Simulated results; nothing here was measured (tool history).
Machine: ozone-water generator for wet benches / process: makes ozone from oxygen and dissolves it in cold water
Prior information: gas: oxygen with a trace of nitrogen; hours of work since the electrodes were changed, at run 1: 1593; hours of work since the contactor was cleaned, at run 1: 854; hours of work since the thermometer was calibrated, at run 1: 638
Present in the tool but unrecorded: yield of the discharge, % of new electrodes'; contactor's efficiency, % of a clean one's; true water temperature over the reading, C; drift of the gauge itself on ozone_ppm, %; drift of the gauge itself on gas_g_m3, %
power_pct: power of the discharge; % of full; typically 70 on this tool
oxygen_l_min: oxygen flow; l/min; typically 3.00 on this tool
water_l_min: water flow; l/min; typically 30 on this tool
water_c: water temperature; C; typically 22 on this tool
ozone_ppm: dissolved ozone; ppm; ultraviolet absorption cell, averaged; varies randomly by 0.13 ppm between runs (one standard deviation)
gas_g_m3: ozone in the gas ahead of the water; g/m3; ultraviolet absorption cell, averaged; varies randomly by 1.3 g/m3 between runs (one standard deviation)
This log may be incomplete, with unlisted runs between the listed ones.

run    hour  power_pct  oxygen_l_min  water_l_min  water_c  hours of work since the electrodes were changed  hours of work since the contactor was cleaned  hours of work since the thermometer was calibrated  ozone_ppm  gas_g_m3
  1     0.0         70          3.00           30       22                                             1593                                            854                                                 638       13.6     241.3
  2    67.7         70          3.00           30       22                                             1646                                            907                                                 690       13.4     243.3
  3   149.4         70          2.40           30       22                                             1710                                            970                                                 754       13.3     279.5
  4   206.2         70          2.88           30       22                                             1754                                           1015                                                 798       13.6     247.2
  5   310.7         70          1.89           30       22                                             1835                                           1096                                                 880       12.9     332.1
  6   391.4         70          3.31           30       22                                             1898                                           1159                                                 943       14.0     223.9
  7   505.9         70          3.31           30       22                                             1987                                           1248                                                1032       13.6     225.2
  8   601.4         70          3.00           30       22                                             2062                                           1323                                                1106       13.6     239.7
  9   704.2         70          3.00           30       22                                             2142                                           1403                                                1186       13.6     237.8
 10   816.2         70          3.00           30       22                                             2229                                           1490                                                1274       13.4     239.5
 11   928.9         70          3.36           30       22                                             2317                                           1578                                                1361       13.9     220.2
 12  1006.0         70          3.36           30       22                                             2377                                           1638                                                1421       13.4     220.7
 13  1096.8         70          3.36           30       22                                             2448                                           1709                                                1492       13.6     221.7
 14  1201.6         70          3.36           30       22                                             2529                                           1790                                                1574       13.7     221.7
 15  1301.7         70          3.36           30       25                                             2607                                           1868                                                1652       13.4     218.7
 16  1386.6         70          3.36           30       25                                             2674                                           1934                                                1718       13.2     220.3
 17  1493.0         70          3.36           30       25                                             2756                                           2017                                                1801       13.2     219.6
 18  1562.1         85          4.18           30       22                                             2810                                           2071                                                1855       16.1     220.7
     1630.9  -- gauge calibrated
 19  1653.5         85          4.18           30       22                                             2882                                           2142                                                1926       16.0     227.7
 20  1719.9         41          2.54           30       22                                             2933                                           2194                                                1978        8.8     175.3
 21  1816.4         41          5.39           46       14                                             3008                                           2269                                                2053        6.5     103.4
 22  1886.9         41          5.39           46       14                                             3063                                           2324                                                2108        6.5     103.9
 23  1954.5         69          3.00           22       14                                             3116                                           2377                                                2160       19.2     238.9
 24  2055.3         84          3.00           31       22                                             3195                                           2455                                                2239       15.4     280.2
 25  2151.6         48          1.67           18       22                                             3270                                           2530                                                2314       15.2     261.0
 26  2204.3         70          4.38           47       18                                             3311                                           2572                                                2355        9.4     188.5
 27  2330.6         70          3.00           30       22                                             3409                                           2670                                                2454       13.7     236.5
 28  2417.6         73          3.00           41       18                                             3477                                           2738                                                2521       10.5     247.6
 29  2522.0         73          4.26           41       18                                             3558                                           2819                                                2603       11.3     195.2
 30  2632.4         62          3.00           21       29                                             3644                                           2905                                                2689       15.6     214.6

Expected results for the next run?
 31  2694.1         62          3.00           21       29                                             3692                                           2953                                                2737          ?         ?

ozone_ppm: 15.3 ppm
gas_g_m3: 215.7 g/m3
Minus the tool's unlogged condition, the same run would have read ozone_ppm 15.3 ppm, gas_g_m3 219.9 g/m3.
